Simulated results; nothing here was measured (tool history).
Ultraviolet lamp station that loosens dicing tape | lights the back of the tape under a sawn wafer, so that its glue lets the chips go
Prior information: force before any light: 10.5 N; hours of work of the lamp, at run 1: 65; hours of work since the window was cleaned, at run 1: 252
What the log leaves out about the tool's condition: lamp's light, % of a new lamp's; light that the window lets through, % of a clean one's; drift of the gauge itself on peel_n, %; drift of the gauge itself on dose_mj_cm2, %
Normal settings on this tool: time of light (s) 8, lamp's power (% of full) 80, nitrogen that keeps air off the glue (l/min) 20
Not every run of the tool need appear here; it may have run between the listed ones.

run,day,time of light (s),lamp's power (% of full),nitrogen that keeps air off the glue (l/min),hours of work of the lamp,hours of work since the window was cleaned,force that peels the tape off (N),light that reached the tape (mJ/cm2)
1,0,8,80,20,65,252,1.02,273
2,0.596,8,80,20,72,259,1.045,268
3,1.658,8,80,9,83,270,1.708,267
4,2.921,8,80,9,97,284,1.714,267
5,3.854,8,80,9,107,294,1.676,265
6,4.892,8,80,9,118,305,1.685,269
7,6.092,8,80,14,131,319,1.326,268
8,6.854,8,80,20,139,327,1.053,273
9,7.429,8,62,20,146,333,1.782,204
10,8.275,8,62,20,155,342,1.78,206
11,9.446,7,80,20,168,355,1.318,237
12,10.458,8,80,9,179,366,1.734,264
13,11.158,8,80,9,186,373,1.671,266
14,12.412,7,72,27,200,387,1.475,206
15,13.383,7,72,27,210,398,1.501,210
16,14.542,7,72,27,223,410,1.481,207
17,15.158,9,72,27,229,417,0.845,276
18,15.95,6,72,14,238,425,2.498,182
19,16.979,5,90,8,249,437,3.035,188
20,18.242,6,98,15,263,450,1.498,241
21,19.208,6,98,15,273,461,1.47,246

What if the next run were any one of these 3? Each begins from the tool's condition after run 21:
A,20.083,10,64,8,283,470,?,?
B,20.083,12,93,12,283,470,?,?
C,20.083,11,79,7,283,470,?,?

run,force that peels the tape off (N),light that reached the tape (mJ/cm2)
A,1.85,266
B,0.354,464
C,1.039,361
The same runs, with their run-to-run variation unchanged, on a tool lacking any hidden condition would have given:
run,force that peels the tape off (N),light that reached the tape (mJ/cm2)
A,1.847,266
B,0.353,465
C,1.036,361
